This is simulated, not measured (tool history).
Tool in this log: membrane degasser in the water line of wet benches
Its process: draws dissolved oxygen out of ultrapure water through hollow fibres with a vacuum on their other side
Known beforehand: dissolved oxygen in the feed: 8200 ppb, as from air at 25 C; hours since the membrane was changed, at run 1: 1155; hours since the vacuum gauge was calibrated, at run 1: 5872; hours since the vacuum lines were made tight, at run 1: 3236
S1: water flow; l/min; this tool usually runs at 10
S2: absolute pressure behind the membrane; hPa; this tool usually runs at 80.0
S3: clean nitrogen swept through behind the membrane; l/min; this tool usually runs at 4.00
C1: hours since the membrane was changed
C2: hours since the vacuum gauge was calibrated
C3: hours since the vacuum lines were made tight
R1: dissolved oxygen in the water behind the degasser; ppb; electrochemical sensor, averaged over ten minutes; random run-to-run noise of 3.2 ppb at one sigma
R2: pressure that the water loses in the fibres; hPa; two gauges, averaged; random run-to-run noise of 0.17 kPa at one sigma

Run 1, hour 0.0: usual settings; C1 1155; C2 5872; C3 3236. Result: R1 333.3 ppb, R2 276.0 hPa.
Run 2, hour 29.7: usual settings; C1 1185; C2 5902; C3 3266. Result: R1 336.7 ppb, R2 279.3 hPa.
Run 3, hour 78.0: usual settings but S1 15 l/min; C1 1233; C2 5950; C3 3314. Result: R1 576.1 ppb, R2 415.7 hPa.
Run 4, hour 128.6: usual settings but S1 15 l/min; C1 1284; C2 6001; C3 3365. Result: R1 592.0 ppb, R2 417.1 hPa.
Run 5, hour 174.1: usual settings but S1 15 l/min; C1 1329; C2 6046; C3 3410. Result: R1 587.7 ppb, R2 417.4 hPa.
Run 6, hour 221.4: usual settings but S1 15 l/min; C1 1376; C2 6094; C3 3458. Result: R1 579.9 ppb, R2 418.0 hPa.
Run 7, hour 244.5: usual settings but S1 15 l/min; C1 1400; C2 6117; C3 3481. Result: R1 593.2 ppb, R2 418.4 hPa.
Run 8, hour 290.5: usual settings; C1 1445; C2 6163; C3 3527. Result: R1 343.8 ppb, R2 279.4 hPa.
Run 9, hour 328.7: usual settings; C1 1484; C2 6201; C3 3565. Result: R1 339.9 ppb, R2 278.9 hPa.
Run 10, hour 379.4: usual settings; C1 1534; C2 6252; C3 3616. Result: R1 341.4 ppb, R2 280.1 hPa.
Run 11, hour 426.3: usual settings; C1 1581; C2 6299; C3 3663. Result: R1 343.0 ppb, R2 278.5 hPa.
Run 12, hour 453.0: usual settings; C1 1608; C2 6325; C3 3689. Result: R1 337.3 ppb, R2 280.2 hPa.
Run 13, hour 487.3: usual settings but S1 16 l/min; C1 1642; C2 6360; C3 3724. Result: R1 644.2 ppb, R2 443.9 hPa.
At hour 531.7: vacuum gauge calibrated.
Run 14, hour 531.7: usual settings but S1 16 l/min; C1 1686; C2 0; C3 3767. Result: R1 630.7 ppb, R2 451.7 hPa.
Run 15, hour 564.8: usual settings but S1 16 l/min; C1 1719; C2 33; C3 3801. Result: R1 642.3 ppb, R2 445.3 hPa.
Run 16, hour 591.1: usual settings but S1 16 l/min; C1 1746; C2 59; C3 3827. Result: R1 640.0 ppb, R2 446.4 hPa.
Run 17, hour 613.6: usual settings but S1 13 l/min, S2 85.3 hPa, S3 2.25 l/min; C1 1768; C2 82; C3 3849. Result: R1 528.8 ppb, R2 363.9 hPa.
Run 18, hour 649.8: usual settings but S1 7 l/min, S2 56.3 hPa, S3 5.93 l/min; C1 1804; C2 118; C3 3886. Result: R1 180.3 ppb, R2 195.4 hPa.
Run 19, hour 696.5: usual settings but S1 15 l/min, S2 120.4 hPa, S3 5.98 l/min; C1 1851; C2 165; C3 3932. Result: R1 604.9 ppb, R2 421.6 hPa.
Run 20, hour 734.1: usual settings but S1 15 l/min, S2 120.4 hPa, S3 5.07 l/min; C1 1889; C2 202; C3 3970. Result: R1 610.4 ppb, R2 420.3 hPa.
Run 21, hour 761.9: usual settings but S1 15 l/min, S2 120.4 hPa, S3 5.07 l/min; C1 1916; C2 230; C3 3998. Result: R1 613.3 ppb, R2 418.6 hPa.
Run 22, hour 792.9: usual settings but S1 15 l/min, S2 120.4 hPa, S3 5.07 l/min; C1 1947; C2 261; C3 4029. Result: R1 620.2 ppb, R2 417.3 hPa.
Run 23, hour 821.3: usual settings but S1 14 l/min, S2 72.3 hPa, S3 1.93 l/min; C1 1976; C2 290; C3 4057. Result: R1 572.6 ppb, R2 394.5 hPa.
Run 24, hour 861.5: usual settings but S1 14 l/min, S2 72.3 hPa, S3 1.93 l/min; C1 2016; C2 330; C3 4097. Result: R1 579.8 ppb, R2 395.1 hPa.
Run 25, hour 884.4: usual settings but S1 14 l/min, S2 72.3 hPa, S3 1.93 l/min; C1 2039; C2 353; C3 4120. Result: R1 570.8 ppb, R2 392.7 hPa.
Run 26, hour 909.1: usual settings but S1 12 l/min, S3 10.58 l/min; C1 2064; C2 377; C3 4145. Result: R1 431.5 ppb, R2 334.1 hPa.
Run 27, hour 956.8: usual settings but S1 12 l/min, S2 53.0 hPa, S3 4.76 l/min; C1 2111; C2 425; C3 4193. Result: R1 426.4 ppb, R2 336.4 hPa.
Run 28, hour 982.0: usual settings but S1 14 l/min, S2 172.1 hPa, S3 2.48 l/min; C1 2137; C2 450; C3 4218. Result: R1 692.9 ppb, R2 391.9 hPa.
Run 29, hour 1028.5: usual settings but S2 51.1 hPa; C1 2183; C2 497; C3 4264. Result: R1 327.7 ppb, R2 281.8 hPa.
Run 30, hour 1056.1: usual settings but S2 55.2 hPa, S3 8.76 l/min; C1 2211; C2 524; C3 4292. Result: R1 321.3 ppb, R2 281.2 hPa.
Run 31, hour 1088.3: usual settings but S2 55.2 hPa, S3 8.76 l/min; C1 2243; C2 557; C3 4324. Result: R1 317.4 ppb, R2 278.2 hPa.
Run 32, hour 1134.4: usual settings but S2 55.2 hPa, S3 8.76 l/min; C1 2289; C2 603; C3 4370. Result: R1 329.1 ppb, R2 285.1 hPa.

Here are 3 independent what-if runs from the current tool condition. What would each one return?
Run A, hour 1170.3: usual settings but S1 12 l/min, S2 153.5 hPa, S3 1.69 l/min; C1 2325; C2 639; C3 4406. Result: R1 ?, R2 ?.
Run B, hour 1170.3: usual settings but S1 15 l/min, S3 2.23 l/min; C1 2325; C2 639; C3 4406. Result: R1 ?, R2 ?.
Run C, hour 1170.3: usual settings but S2 72.7 hPa, S3 3.00 l/min; C1 2325; C2 639; C3 4406. Result: R1 ?, R2 ?.

run     R1     R2
  A  600.7  337.1
  B  631.3  424.5
  C  350.7  278.2
What these runs would have given with no unlogged condition in the tool:
run     R1     R2
  A  561.3  328.3
  B  589.9  413.5
  C  322.1  270.9
